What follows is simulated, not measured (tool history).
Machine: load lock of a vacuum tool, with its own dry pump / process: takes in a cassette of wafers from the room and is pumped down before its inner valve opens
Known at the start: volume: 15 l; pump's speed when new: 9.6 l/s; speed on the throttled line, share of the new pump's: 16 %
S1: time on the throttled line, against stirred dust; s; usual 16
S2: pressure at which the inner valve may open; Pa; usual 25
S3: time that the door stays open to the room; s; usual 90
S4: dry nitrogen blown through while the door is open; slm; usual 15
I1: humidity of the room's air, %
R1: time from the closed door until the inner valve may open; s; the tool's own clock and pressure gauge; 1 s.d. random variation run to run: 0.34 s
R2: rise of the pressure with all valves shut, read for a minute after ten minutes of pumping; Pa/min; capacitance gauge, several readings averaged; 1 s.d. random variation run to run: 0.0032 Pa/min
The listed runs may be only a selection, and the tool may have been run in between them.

{"run": 1, "hour": 0.0, "S1": 16, "S2": 25, "S3": 90, "S4": 15, "I1": 47.1, "R1": 26.5, "R2": 0.111}
{"run": 2, "hour": 70.5, "S1": 16, "S2": 25, "S3": 90, "S4": 15, "I1": 44.4, "R1": 26.3, "R2": 0.105}
{"run": 3, "hour": 141.9, "S1": 16, "S2": 25, "S3": 90, "S4": 15, "I1": 44.1, "R1": 26.6, "R2": 0.102}
{"run": 4, "hour": 184.5, "S1": 16, "S2": 25, "S3": 90, "S4": 15, "I1": 45.9, "R1": 26.6, "R2": 0.102}
{"run": 5, "hour": 256.9, "S1": 16, "S2": 25, "S3": 31, "S4": 15, "I1": 44.3, "R1": 26.5, "R2": 0.058}
{"run": 6, "hour": 302.6, "S1": 16, "S2": 25, "S3": 31, "S4": 15, "I1": 44, "R1": 26.5, "R2": 0.057}
{"run": 7, "hour": 395.6, "S1": 23, "S2": 25, "S3": 90, "S4": 15, "I1": 45.5, "R1": 32.7, "R2": 0.107}
{"run": 8, "hour": 468.0, "S1": 16, "S2": 25, "S3": 90, "S4": 8, "I1": 46.3, "R1": 26.3, "R2": 0.125}
{"run": 9, "hour": 550.2, "S1": 16, "S2": 25, "S3": 90, "S4": 8, "I1": 42.2, "R1": 26.5, "R2": 0.115}
{"run": 10, "hour": 603.7, "S1": 16, "S2": 25, "S3": 90, "S4": 8, "I1": 42.8, "R1": 26.6, "R2": 0.114}
{"run": 11, "hour": 678.4, "S1": 16, "S2": 25, "S3": 90, "S4": 8, "I1": 41.4, "R1": 26.6, "R2": 0.118}
{"run": 12, "hour": 742.1, "S1": 16, "S2": 25, "S3": 37, "S4": 8, "I1": 43.9, "R1": 27.5, "R2": 0.077}
{"run": 13, "hour": 842.5, "S1": 16, "S2": 25, "S3": 37, "S4": 8, "I1": 44.6, "R1": 26.8, "R2": 0.075}
{"run": 14, "hour": 901.0, "S1": 16, "S2": 25, "S3": 37, "S4": 8, "I1": 44.6, "R1": 26.9, "R2": 0.079}
{"run": 15, "hour": 969.2, "S1": 16, "S2": 25, "S3": 37, "S4": 8, "I1": 47.3, "R1": 26.8, "R2": 0.076}
{"run": 16, "hour": 1024.9, "S1": 16, "S2": 25, "S3": 90, "S4": 15, "I1": 45.3, "R1": 26.9, "R2": 0.098}
{"run": 17, "hour": 1115.5, "S1": 16, "S2": 48, "S3": 90, "S4": 15, "I1": 49.2, "R1": 25.6, "R2": 0.113}
{"run": 18, "hour": 1184.9, "S1": 16, "S2": 48, "S3": 90, "S4": 15, "I1": 44.7, "R1": 25.2, "R2": 0.11}
{"run": 19, "hour": 1274.1, "S1": 16, "S2": 33, "S3": 90, "S4": 15, "I1": 45, "R1": 26.5, "R2": 0.108}
{"run": 20, "hour": 1372.3, "S1": 13, "S2": 25, "S3": 42, "S4": 15, "I1": 47.4, "R1": 24.4, "R2": 0.075}
{"run": 21, "hour": 1421.3, "S1": 13, "S2": 25, "S3": 42, "S4": 15, "I1": 45.8, "R1": 24.2, "R2": 0.071}
{"run": 22, "hour": 1488.5, "S1": 11, "S2": 25, "S3": 90, "S4": 15, "I1": 42.7, "R1": 23, "R2": 0.095}
{"run": 23, "hour": 1546.5, "S1": 9, "S2": 25, "S3": 90, "S4": 43, "I1": 45.1, "R1": 20.8, "R2": 0.071}
{"run": 24, "hour": 1624.3, "S1": 9, "S2": 25, "S3": 97, "S4": 32, "I1": 41.2, "R1": 21.4, "R2": 0.08}
{"run": 25, "hour": 1717.9, "S1": 9, "S2": 25, "S3": 97, "S4": 32, "I1": 48.9, "R1": 20.3, "R2": 0.094}
{"run": 26, "hour": 1791.7, "S1": 26, "S2": 25, "S3": 116, "S4": 13, "I1": 43.7, "R1": 35, "R2": 0.128}
{"run": 27, "hour": 1891.1, "S1": 26, "S2": 25, "S3": 116, "S4": 13, "I1": 43.1, "R1": 34.6, "R2": 0.125}
{"run": 28, "hour": 1952.5, "S1": 14, "S2": 33, "S3": 34, "S4": 13, "I1": 42.6, "R1": 24.6, "R2": 0.069}
{"run": 29, "hour": 2044.5, "S1": 11, "S2": 25, "S3": 90, "S4": 15, "I1": 47.9, "R1": 22.3, "R2": 0.113}
{"run": 30, "hour": 2105.1, "S1": 18, "S2": 25, "S3": 54, "S4": 40, "I1": 47.9, "R1": 28, "R2": 0.062}
{"run": 31, "hour": 2153.1, "S1": 27, "S2": 19, "S3": 206, "S4": 14, "I1": 46.2, "R1": 36.3, "R2": 0.184}
{"run": 32, "hour": 2214.1, "S1": 27, "S2": 19, "S3": 206, "S4": 14, "I1": 46.8, "R1": 36.3, "R2": 0.185}
{"run": 33, "hour": 2268.9, "S1": 15, "S2": 31, "S3": 212, "S4": 9, "I1": 43.8, "R1": 25.9, "R2": 0.207}
{"run": 34, "hour": 2333.6, "S1": 15, "S2": 31, "S3": 172, "S4": 9, "I1": 47.5, "R1": 25.6, "R2": 0.195}
{"run": 35, "hour": 2392.8, "S1": 15, "S2": 31, "S3": 202, "S4": 9, "I1": 45.6, "R1": 26.1, "R2": 0.205}
{"run": 36, "hour": 2491.2, "S1": 15, "S2": 31, "S3": 202, "S4": 9, "I1": 45.4, "R1": 26, "R2": 0.206}
{"run": 37, "hour": 2591.0, "S1": 15, "S2": 32, "S3": 202, "S4": 7, "I1": 48, "R1": 25.5, "R2": 0.229}

Here are 3 independent what-if runs from the current tool condition. What would each one return?
{"run": "A", "hour": 2656.0, "S1": 18, "S2": 32, "S3": 26, "S4": 15, "I1": 48.7, "R1": "?", "R2": "?"}
{"run": "B", "hour": 2656.0, "S1": 15, "S2": 29, "S3": 113, "S4": 9, "I1": 43.2, "R1": "?", "R2": "?"}
{"run": "C", "hour": 2656.0, "S1": 15, "S2": 24, "S3": 104, "S4": 10, "I1": 42.8, "R1": "?", "R2": "?"}

run=A R1=28.4 R2=0.063
run=B R1=26 R2=0.142
run=C R1=26.6 R2=0.129
Without the tool's hidden state the same runs would have given:
run=A R1=27.8 R2=0.054
run=B R1=25.4 R2=0.132
run=C R1=25.9 R2=0.119
